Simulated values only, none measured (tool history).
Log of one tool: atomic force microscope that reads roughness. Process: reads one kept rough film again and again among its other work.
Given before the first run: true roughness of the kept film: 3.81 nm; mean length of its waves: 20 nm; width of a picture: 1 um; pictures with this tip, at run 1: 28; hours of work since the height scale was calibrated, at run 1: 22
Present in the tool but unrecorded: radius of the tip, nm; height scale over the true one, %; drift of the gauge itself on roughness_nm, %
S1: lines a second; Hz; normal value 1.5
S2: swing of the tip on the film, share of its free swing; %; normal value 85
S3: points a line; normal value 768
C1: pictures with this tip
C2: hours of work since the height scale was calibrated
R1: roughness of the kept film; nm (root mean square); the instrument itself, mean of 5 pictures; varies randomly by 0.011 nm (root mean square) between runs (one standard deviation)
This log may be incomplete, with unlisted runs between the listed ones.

{"run": 1, "hour": 0.0, "S1": 1.5, "S2": 85, "S3": 768, "C1": 28, "C2": 22, "R1": 2.674}
{"run": 2, "hour": 54.3, "S1": 1.5, "S2": 85, "S3": 768, "C1": 84, "C2": 46, "R1": 2.679}
{"run": 3, "hour": 81.0, "S1": 1.43, "S2": 85, "S3": 768, "C1": 111, "C2": 57, "R1": 2.705}
{"run": 4, "hour": 121.1, "S1": 1.43, "S2": 85, "S3": 768, "C1": 153, "C2": 74, "R1": 2.686}
{"run": 5, "hour": 148.7, "S1": 1.5, "S2": 85, "S3": 768, "C1": 182, "C2": 86, "R1": 2.681}
{"run": 6, "hour": 184.6, "S1": 1.5, "S2": 85, "S3": 768, "C1": 219, "C2": 102, "R1": 2.663}
{"hour": 187.6, "done": "new tip fitted"}
{"run": 7, "hour": 227.0, "S1": 0.6, "S2": 85, "S3": 768, "C1": 41, "C2": 120, "R1": 2.855}
{"run": 8, "hour": 276.2, "S1": 1.5, "S2": 85, "S3": 768, "C1": 92, "C2": 141, "R1": 2.663}
{"run": 9, "hour": 310.8, "S1": 1.5, "S2": 85, "S3": 768, "C1": 128, "C2": 156, "R1": 2.663}
{"run": 10, "hour": 349.9, "S1": 1.5, "S2": 85, "S3": 768, "C1": 168, "C2": 172, "R1": 2.689}
{"run": 11, "hour": 375.5, "S1": 1.5, "S2": 85, "S3": 768, "C1": 195, "C2": 183, "R1": 2.653}
{"hour": 400.4, "done": "new tip fitted"}
{"run": 12, "hour": 429.5, "S1": 1.29, "S2": 89, "S3": 524, "C1": 30, "C2": 206, "R1": 2.64}
{"run": 13, "hour": 461.2, "S1": 1.29, "S2": 89, "S3": 524, "C1": 63, "C2": 220, "R1": 2.645}
{"run": 14, "hour": 513.6, "S1": 1.29, "S2": 60, "S3": 524, "C1": 117, "C2": 243, "R1": 2.909}
{"run": 15, "hour": 545.4, "S1": 1.29, "S2": 60, "S3": 524, "C1": 150, "C2": 256, "R1": 2.904}
{"run": 16, "hour": 579.6, "S1": 0.55, "S2": 71, "S3": 584, "C1": 186, "C2": 271, "R1": 2.941}
{"run": 17, "hour": 611.7, "S1": 1.5, "S2": 69, "S3": 981, "C1": 219, "C2": 285, "R1": 2.852}
{"hour": 617.6, "done": "new tip fitted"}
{"run": 18, "hour": 639.5, "S1": 1.5, "S2": 59, "S3": 668, "C1": 23, "C2": 296, "R1": 2.92}
{"run": 19, "hour": 669.0, "S1": 1.5, "S2": 59, "S3": 668, "C1": 54, "C2": 309, "R1": 2.918}
{"run": 20, "hour": 706.6, "S1": 1.5, "S2": 59, "S3": 668, "C1": 93, "C2": 325, "R1": 2.924}
{"run": 21, "hour": 757.0, "S1": 1.5, "S2": 88, "S3": 310, "C1": 145, "C2": 347, "R1": 2.57}

Alternative continuations, all from the tool just after run 21; predict every row:
{"run": "A", "hour": 782.0, "S1": 1.5, "S2": 58, "S3": 291, "C1": 171, "C2": 358, "R1": "?"}
{"run": "B", "hour": 782.0, "S1": 0.65, "S2": 85, "S3": 768, "C1": 171, "C2": 358, "R1": "?"}
{"run": "C", "hour": 782.0, "S1": 0.81, "S2": 85, "S3": 768, "C1": 171, "C2": 358, "R1": "?"}
{"run": "D", "hour": 782.0, "S1": 1.5, "S2": 88, "S3": 306, "C1": 171, "C2": 358, "R1": "?"}

run=A R1=2.839
run=B R1=2.854
run=C R1=2.814
run=D R1=2.558
Without the tool's unlogged condition, the same runs would have read:
run=A R1=2.846
run=B R1=2.86
run=C R1=2.821
run=D R1=2.564
